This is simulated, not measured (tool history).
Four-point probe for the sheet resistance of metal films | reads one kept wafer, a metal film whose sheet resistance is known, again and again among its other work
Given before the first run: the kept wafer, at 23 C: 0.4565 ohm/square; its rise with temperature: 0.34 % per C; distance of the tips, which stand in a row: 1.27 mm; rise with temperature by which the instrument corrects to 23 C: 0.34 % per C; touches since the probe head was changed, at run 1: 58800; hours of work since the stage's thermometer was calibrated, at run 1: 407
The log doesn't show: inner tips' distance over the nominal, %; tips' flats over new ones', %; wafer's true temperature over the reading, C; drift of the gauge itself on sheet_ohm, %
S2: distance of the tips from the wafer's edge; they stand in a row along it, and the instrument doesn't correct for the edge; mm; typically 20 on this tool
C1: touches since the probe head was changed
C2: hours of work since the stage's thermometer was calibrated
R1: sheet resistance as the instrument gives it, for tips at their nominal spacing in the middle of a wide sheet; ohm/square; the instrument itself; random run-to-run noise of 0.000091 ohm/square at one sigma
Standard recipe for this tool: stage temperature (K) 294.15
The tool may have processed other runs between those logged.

{"run": 1, "hour": 0.0, "stage temperature (K)": 294.15, "S2": 20, "C1": 58800, "C2": 407, "R1": 0.459081}
{"run": 2, "hour": 69.1, "stage temperature (K)": 294.15, "S2": 20, "C1": 60336, "C2": 435, "R1": 0.459177}
{"run": 3, "hour": 103.7, "stage temperature (K)": 302.15, "S2": 20, "C1": 61104, "C2": 449, "R1": 0.45943}
{"run": 4, "hour": 146.9, "stage temperature (K)": 302.15, "S2": 20, "C1": 62063, "C2": 467, "R1": 0.45941}
{"run": 5, "hour": 183.0, "stage temperature (K)": 302.15, "S2": 20, "C1": 62866, "C2": 481, "R1": 0.459478}
{"run": 6, "hour": 242.9, "stage temperature (K)": 302.15, "S2": 20, "C1": 64197, "C2": 506, "R1": 0.459513}
{"run": 7, "hour": 305.6, "stage temperature (K)": 302.15, "S2": 20, "C1": 65590, "C2": 531, "R1": 0.459384}
{"run": 8, "hour": 342.3, "stage temperature (K)": 302.15, "S2": 20, "C1": 66406, "C2": 546, "R1": 0.459624}
{"run": 9, "hour": 409.2, "stage temperature (K)": 300.15, "S2": 20, "C1": 67893, "C2": 573, "R1": 0.459592}
{"run": 10, "hour": 446.9, "stage temperature (K)": 294.15, "S2": 20, "C1": 68730, "C2": 588, "R1": 0.45935}
{"run": 11, "hour": 508.3, "stage temperature (K)": 294.15, "S2": 20, "C1": 70094, "C2": 613, "R1": 0.459239}
{"run": 12, "hour": 579.1, "stage temperature (K)": 300.15, "S2": 20, "C1": 71668, "C2": 642, "R1": 0.459551}
{"run": 13, "hour": 613.0, "stage temperature (K)": 294.15, "S2": 14, "C1": 72421, "C2": 656, "R1": 0.460424}
{"run": 14, "hour": 654.7, "stage temperature (K)": 294.15, "S2": 14, "C1": 73347, "C2": 673, "R1": 0.460609}
{"run": 15, "hour": 696.4, "stage temperature (K)": 294.15, "S2": 14, "C1": 74274, "C2": 690, "R1": 0.460679}
{"run": 16, "hour": 742.8, "stage temperature (K)": 303.15, "S2": 14, "C1": 75304, "C2": 708, "R1": 0.460802}
{"run": 17, "hour": 773.5, "stage temperature (K)": 303.15, "S2": 3, "C1": 75987, "C2": 721, "R1": 0.4988}
{"hour": 777.4, "done": "stage's thermometer calibrated"}
{"run": 18, "hour": 811.3, "stage temperature (K)": 296.15, "S2": 5, "C1": 76816, "C2": 14, "R1": 0.474233}
{"run": 19, "hour": 862.2, "stage temperature (K)": 298.15, "S2": 3, "C1": 77947, "C2": 34, "R1": 0.498781}
{"run": 20, "hour": 929.9, "stage temperature (K)": 298.15, "S2": 3, "C1": 79451, "C2": 62, "R1": 0.498843}
{"run": 21, "hour": 969.9, "stage temperature (K)": 298.15, "S2": 3, "C1": 80341, "C2": 78, "R1": 0.499046}
{"run": 22, "hour": 999.6, "stage temperature (K)": 303.15, "S2": 5, "C1": 81000, "C2": 90, "R1": 0.474484}
{"run": 23, "hour": 1057.1, "stage temperature (K)": 303.15, "S2": 5, "C1": 82277, "C2": 113, "R1": 0.474595}
{"run": 24, "hour": 1123.0, "stage temperature (K)": 299.15, "S2": 13, "C1": 83742, "C2": 140, "R1": 0.461314}
{"hour": 1154.5, "done": "stage's thermometer calibrated, once more"}
{"run": 25, "hour": 1176.3, "stage temperature (K)": 295.15, "S2": 53, "C1": 84914, "C2": 9, "R1": 0.458528}
{"run": 26, "hour": 1247.6, "stage temperature (K)": 295.15, "S2": 53, "C1": 86498, "C2": 38, "R1": 0.458591}
{"run": 27, "hour": 1282.4, "stage temperature (K)": 294.15, "S2": 13, "C1": 87271, "C2": 52, "R1": 0.460702}
{"run": 28, "hour": 1313.9, "stage temperature (K)": 294.15, "S2": 13, "C1": 87972, "C2": 65, "R1": 0.460836}
{"run": 29, "hour": 1362.3, "stage temperature (K)": 294.15, "S2": 13, "C1": 89048, "C2": 84, "R1": 0.460783}
{"run": 30, "hour": 1415.8, "stage temperature (K)": 294.15, "S2": 13, "C1": 90236, "C2": 106, "R1": 0.46087}

Branching from run 30: 5 alternative next runs. What would each branch give?
{"run": "A", "hour": 1471.4, "stage temperature (K)": 294.15, "S2": 7, "C1": 91471, "C2": 129, "R1": "?"}
{"run": "B", "hour": 1471.4, "stage temperature (K)": 298.15, "S2": 12, "C1": 91471, "C2": 129, "R1": "?"}
{"run": "C", "hour": 1471.4, "stage temperature (K)": 292.15, "S2": 28, "C1": 91471, "C2": 129, "R1": "?"}
{"run": "D", "hour": 1471.4, "stage temperature (K)": 299.15, "S2": 36, "C1": 91471, "C2": 129, "R1": "?"}
{"run": "E", "hour": 1471.4, "stage temperature (K)": 295.15, "S2": 24, "C1": 91471, "C2": 129, "R1": "?"}

run=A R1=0.466423
run=B R1=0.461566
run=C R1=0.458945
run=D R1=0.459050
run=E R1=0.459302
The same runs, with their run-to-run variation unchanged, on a tool lacking any hidden condition would have given:
run=A R1=0.464289
run=B R1=0.459452
run=C R1=0.456844
run=D R1=0.456947
run=E R1=0.457199
